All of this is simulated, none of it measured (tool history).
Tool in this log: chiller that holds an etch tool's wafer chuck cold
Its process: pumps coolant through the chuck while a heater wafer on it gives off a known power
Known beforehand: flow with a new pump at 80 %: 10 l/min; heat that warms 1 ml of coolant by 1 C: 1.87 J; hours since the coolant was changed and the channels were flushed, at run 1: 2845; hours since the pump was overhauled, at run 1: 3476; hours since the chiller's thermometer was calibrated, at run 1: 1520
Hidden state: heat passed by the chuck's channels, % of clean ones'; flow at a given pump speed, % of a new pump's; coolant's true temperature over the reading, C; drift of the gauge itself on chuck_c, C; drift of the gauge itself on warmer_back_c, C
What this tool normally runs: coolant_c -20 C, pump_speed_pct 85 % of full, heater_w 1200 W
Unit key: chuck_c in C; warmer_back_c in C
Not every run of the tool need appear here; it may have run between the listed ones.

| run | hour | coolant_c | pump_speed_pct | heater_w | hours since the coolant was changed and the channels were flushed | hours since the pump was overhauled | hours since the chiller's thermometer was calibrated | chuck_c | warmer_back_c |
|---|---|---|---|---|---|---|---|---|---|
| 1 | 0 | -20 | 85 | 1200 | 2845 | 3476 | 1520 | -9.6 | 3.9 |
| 2 | 28.6 | -20 | 85 | 1200 | 2874 | 3505 | 1549 | -9.8 | 3.79 |
| 3 | 53.5 | -20 | 85 | 1200 | 2899 | 3530 | 1574 | -9.5 | 3.81 |
| 4 | 75.2 | -20 | 85 | 1200 | 2920 | 3551 | 1595 | -9.7 | 3.85 |
| 5 | 115 | -20 | 85 | 1200 | 2960 | 3591 | 1635 | -9.6 | 3.85 |
| 6 | 161 | -20 | 85 | 1200 | 3006 | 3637 | 1681 | -9.6 | 3.86 |
| 7 | 199.3 | -27 | 85 | 1200 | 3044 | 3675 | 1719 | -16.3 | 3.82 |
| 8 | 223.9 | -20 | 85 | 1200 | 3069 | 3700 | 1744 | -9.4 | 3.84 |
| 9 | 259.8 | -20 | 85 | 1288 | 3105 | 3736 | 1780 | -8.7 | 4.09 |
|  | 293.5 | coolant pump overhauled |
| 10 | 307.1 | -20 | 85 | 1200 | 3147 | 14 | 1822 | -9.8 | 3.64 |
| 11 | 329 | -20 | 85 | 1200 | 3169 | 35 | 1844 | -10 | 3.64 |
| 12 | 353.3 | -20 | 85 | 1200 | 3193 | 60 | 1868 | -9.8 | 3.67 |
| 13 | 399.9 | -20 | 85 | 1200 | 3240 | 106 | 1915 | -9.7 | 3.64 |
| 14 | 436.5 | -20 | 85 | 1200 | 3277 | 143 | 1952 | -9.8 | 3.62 |
| 15 | 459.4 | -20 | 62 | 1026 | 3300 | 166 | 1975 | -8.9 | 4.22 |
| 16 | 479.6 | -20 | 62 | 1026 | 3320 | 186 | 1995 | -8.9 | 4.25 |
| 17 | 524.3 | -19 | 62 | 1097 | 3364 | 231 | 2039 | -7.1 | 4.56 |
| 18 | 566.6 | -19 | 62 | 1097 | 3407 | 273 | 2082 | -7 | 4.55 |
| 19 | 609.4 | -25 | 61 | 952 | 3450 | 316 | 2125 | -14.4 | 3.99 |
| 20 | 630.4 | -25 | 61 | 952 | 3471 | 337 | 2146 | -14.4 | 4.03 |
| 21 | 670.5 | -23 | 84 | 952 | 3511 | 377 | 2186 | -14.6 | 2.92 |
| 22 | 697.8 | -23 | 84 | 952 | 3538 | 404 | 2213 | -14.9 | 2.92 |
| 23 | 734.6 | -18 | 96 | 952 | 3575 | 441 | 2250 | -10.5 | 2.55 |
| 24 | 765.7 | -18 | 96 | 952 | 3606 | 472 | 2281 | -10.4 | 2.59 |
| 25 | 792.3 | -15 | 85 | 634 | 3632 | 499 | 2307 | -9.4 | 1.93 |

What if the next run were any one of these 4? Each begins from the tool's condition after run 25:
| A | 812.7 | -10 | 79 | 1779 | 3653 | 519 | 2328 | ? | ? |
| B | 812.7 | -19 | 80 | 1461 | 3653 | 519 | 2328 | ? | ? |
| C | 812.7 | -15 | 85 | 634 | 3653 | 519 | 2328 | ? | ? |
| D | 812.7 | -18 | 77 | 738 | 3653 | 519 | 2328 | ? | ? |

| run | chuck_c | warmer_back_c |
|---|---|---|
| A | 6.2 | 5.8 |
| B | -5.9 | 4.72 |
| C | -9.4 | 1.97 |
| D | -10.9 | 2.48 |
With the hidden condition removed and each run's random variation left untouched, the same runs would have given:
| run | chuck_c | warmer_back_c |
|---|---|---|
| A | 4.3 | 5.76 |
| B | -7.4 | 4.68 |
| C | -10.3 | 1.95 |
| D | -11.9 | 2.46 |

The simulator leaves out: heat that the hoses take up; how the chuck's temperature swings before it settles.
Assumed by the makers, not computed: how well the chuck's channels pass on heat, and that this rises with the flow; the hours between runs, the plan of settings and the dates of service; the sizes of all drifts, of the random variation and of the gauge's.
